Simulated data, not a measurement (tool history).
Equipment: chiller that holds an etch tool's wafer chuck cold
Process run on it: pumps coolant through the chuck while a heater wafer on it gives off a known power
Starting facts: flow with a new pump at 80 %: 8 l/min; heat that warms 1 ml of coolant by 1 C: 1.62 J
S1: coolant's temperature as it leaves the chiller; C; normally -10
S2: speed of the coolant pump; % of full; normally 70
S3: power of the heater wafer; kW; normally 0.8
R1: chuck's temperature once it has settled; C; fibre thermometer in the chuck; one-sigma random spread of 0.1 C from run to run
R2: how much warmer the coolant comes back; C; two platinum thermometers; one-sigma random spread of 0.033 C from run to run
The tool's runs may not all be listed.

| run | day | S1 | S2 | S3 | R1 | R2 |
|---|---|---|---|---|---|---|
| 1 | 0 | -10 | 70 | 0.8 | -0.7 | 4.31 |
| 2 | 4.475 | -10 | 70 | 0.543 | -3.4 | 2.97 |
| 3 | 8.888 | -10 | 81 | 0.8 | -1.7 | 3.7 |
| 4 | 11.546 | -10 | 70 | 0.8 | -0.4 | 4.39 |
|  | 13.517 | coolant changed, channels flushed |
| 5 | 15.683 | -4 | 70 | 0.8 | 4.4 | 4.34 |
| 6 | 19.271 | -10 | 70 | 0.8 | -1.5 | 4.39 |
| 7 | 23.946 | -11 | 70 | 0.8 | -2.5 | 4.4 |
| 8 | 28.988 | -11 | 70 | 0.8 | -2.3 | 4.38 |
| 9 | 33.804 | -7 | 70 | 0.8 | 1.5 | 4.39 |
| 10 | 36.438 | -7 | 70 | 0.8 | 1.7 | 4.38 |
| 11 | 39.538 | -7 | 70 | 0.8 | 1.5 | 4.41 |
|  | 41.771 | chiller's thermometer calibrated |
| 12 | 43.962 | -7 | 70 | 0.8 | 1.2 | 4.37 |
| 13 | 47.542 | -7 | 70 | 0.509 | -2 | 2.81 |
| 14 | 50.375 | -10 | 70 | 0.8 | -1.9 | 4.44 |
| 15 | 53.425 | -10 | 70 | 0.8 | -1.6 | 4.36 |
| 16 | 55.933 | -10 | 70 | 0.8 | -1.8 | 4.37 |
| 17 | 60.083 | -10 | 70 | 0.8 | -1.7 | 4.44 |
| 18 | 65.212 | -3 | 87 | 0.811 | 3.7 | 3.47 |
| 19 | 67.596 | -12 | 87 | 0.811 | -5.2 | 3.57 |
| 20 | 72.742 | -12 | 87 | 0.811 | -5.1 | 3.56 |
| 21 | 77.833 | -5 | 76 | 0.409 | -1 | 2.12 |
| 22 | 81.175 | -5 | 76 | 0.409 | -0.9 | 2.11 |
| 23 | 85.6 | -10 | 82 | 0.409 | -6.4 | 1.95 |
| 24 | 88.962 | -14 | 99 | 0.409 | -10.8 | 1.55 |
| 25 | 91.946 | -10 | 91 | 0.8 | -3.4 | 3.37 |
| 26 | 96.767 | -10 | 78 | 0.8 | -2.3 | 4.06 |
| 27 | 99.4 | -7 | 68 | 0.419 | -2.3 | 2.33 |
| 28 | 103.779 | -7 | 68 | 0.419 | -2.3 | 2.47 |
| 29 | 106.562 | -5 | 76 | 0.8 | 2.8 | 4.13 |
| 30 | 110.029 | -4 | 70 | 0.826 | 5 | 4.62 |
| 31 | 113.912 | -4 | 70 | 0.826 | 4.9 | 4.68 |
| 32 | 118.188 | -4 | 70 | 0.826 | 5.1 | 4.67 |
| 33 | 121.371 | -12 | 100 | 0.522 | -8.1 | 1.94 |

Results for each run, recomputed without the tool's hidden state and with each run's random variation untouched:
Unlogged tool condition in this case: heat passed by the chuck's channels, % of clean ones'; flow at a given pump speed, % of a new pump's; coolant's true temperature over the reading, C; drift of the gauge itself on chuck_c, C; drift of the gauge itself on warmer_back_c, C.
| run | R1 | R2 |
|---|---|---|
| 1 | -2.3 | 4.27 |
| 2 | -4.6 | 2.93 |
| 3 | -3.2 | 3.65 |
| 4 | -2.1 | 4.33 |
| 5 | 3.7 | 4.27 |
| 6 | -2.2 | 4.32 |
| 7 | -3.2 | 4.32 |
| 8 | -3.1 | 4.3 |
| 9 | 0.7 | 4.3 |
| 10 | 0.9 | 4.28 |
| 11 | 0.7 | 4.31 |
| 12 | 0.9 | 4.26 |
| 13 | -2.1 | 2.74 |
| 14 | -2.2 | 4.32 |
| 15 | -1.9 | 4.24 |
| 16 | -2.1 | 4.25 |
| 17 | -2.1 | 4.31 |
| 18 | 3.4 | 3.36 |
| 19 | -5.6 | 3.46 |
| 20 | -5.5 | 3.44 |
| 21 | -1.3 | 2.05 |
| 22 | -1.2 | 2.03 |
| 23 | -6.7 | 1.87 |
| 24 | -11.1 | 1.49 |
| 25 | -3.9 | 3.24 |
| 26 | -2.9 | 3.89 |
| 27 | -2.8 | 2.23 |
| 28 | -2.8 | 2.36 |
| 29 | 2.1 | 3.94 |
| 30 | 4.1 | 4.41 |
| 31 | 4 | 4.47 |
| 32 | 4.1 | 4.45 |
| 33 | -8.6 | 1.85 |
